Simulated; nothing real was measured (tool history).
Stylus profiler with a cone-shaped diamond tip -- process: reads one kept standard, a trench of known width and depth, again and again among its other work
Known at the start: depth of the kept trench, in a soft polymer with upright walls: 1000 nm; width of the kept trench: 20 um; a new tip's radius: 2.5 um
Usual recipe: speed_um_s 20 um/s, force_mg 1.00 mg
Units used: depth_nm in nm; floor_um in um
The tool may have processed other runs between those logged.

| run | hour | speed_um_s | force_mg | depth_nm | floor_um |
|---|---|---|---|---|---|
| 1 | 0.0 | 20 | 1.00 | 1007.41 | 13.92 |
| 2 | 71.6 | 20 | 1.00 | 1007.13 | 13.94 |
| 3 | 107.1 | 20 | 1.00 | 1007.05 | 13.85 |
| 4 | 153.4 | 20 | 1.00 | 1007.03 | 13.85 |
| 5 | 213.6 | 20 | 1.00 | 1006.65 | 13.80 |
| 6 | 249.4 | 20 | 1.00 | 1006.96 | 13.75 |
| 7 | 313.6 | 20 | 1.00 | 1006.61 | 13.77 |
| 8 | 388.2 | 25 | 1.00 | 1006.38 | 13.71 |
| 9 | 463.6 | 20 | 0.44 | 1002.70 | 13.62 |
| 10 | 496.4 | 56 | 1.00 | 1006.44 | 13.56 |
| 11 | 573.7 | 56 | 1.00 | 1006.47 | 13.58 |
| 12 | 646.4 | 56 | 1.00 | 1006.56 | 13.47 |
| 13 | 680.6 | 56 | 1.00 | 1005.95 | 13.49 |
| 14 | 751.3 | 56 | 1.00 | 1006.59 | 13.42 |
| 15 | 810.9 | 33 | 1.00 | 1006.06 | 13.48 |
| 16 | 873.8 | 33 | 1.00 | 1005.13 | 13.43 |
| 17 | 927.6 | 12 | 1.00 | 1005.36 | 13.44 |
| 18 | 996.5 | 16 | 1.00 | 1005.31 | 13.36 |
| 19 | 1033.9 | 11 | 2.69 | 1012.71 | 13.41 |
| 20 | 1071.3 | 11 | 2.69 | 1013.07 | 13.39 |
| 21 | 1120.8 | 11 | 2.69 | 1012.88 | 13.35 |
| 22 | 1164.1 | 11 | 2.69 | 1012.54 | 13.30 |
| 23 | 1224.1 | 11 | 2.69 | 1016.29 | 13.26 |
| 24 | 1277.7 | 11 | 1.00 | 1008.36 | 13.26 |
| 25 | 1340.8 | 16 | 2.41 | 1015.38 | 13.21 |
| 26 | 1388.7 | 29 | 0.42 | 1004.21 | 13.13 |
| 27 | 1435.7 | 29 | 0.42 | 1004.60 | 13.12 |
| 28 | 1494.4 | 20 | 0.80 | 1006.85 | 13.10 |
| 29 | 1544.5 | 20 | 1.76 | 1012.02 | 13.08 |
| 30 | 1614.1 | 53 | 0.35 | 1003.50 | 12.88 |
| 31 | 1647.6 | 20 | 0.77 | 1006.54 | 13.03 |
| 32 | 1693.9 | 14 | 1.00 | 1007.78 | 13.10 |
| 33 | 1773.1 | 6 | 1.56 | 1011.59 | 15.98 |

Not shown: 3 entries that the log had between the listed runs. Between which runs, and how does the tool's hidden state differ before and after?
In the gap between runs 15 and 16: height scale calibrated on a step standard (hour 814.7)
  radius of the tip, um: 5.72 -> 5.78; height scale over the true one, %: -0.233 -> -0.308
  measured result minus the result with no hidden state, depth_nm: -2.36 -> -3.10 nm; floor_um: -2.46 -> -2.50 um
In the gap between runs 22 and 23: height scale calibrated on a step standard, once more (hour 1224.1)
  radius of the tip, um: 6.03 -> 6.09; height scale over the true one, %: -0.346 -> 0.013
  measured result minus the result with no hidden state, depth_nm: -3.52 -> +0.12 nm; floor_um: -2.65 -> -2.68 um
In the gap between runs 32 and 33: new tip fitted, height scale calibrated (hour 1746.1)
  radius of the tip, um: 6.49 -> 2.53; height scale over the true one, %: -0.05 -> 0.013
  measured result minus the result with no hidden state, depth_nm: -0.51 -> +0.13 nm; floor_um: -2.92 -> -0.02 um
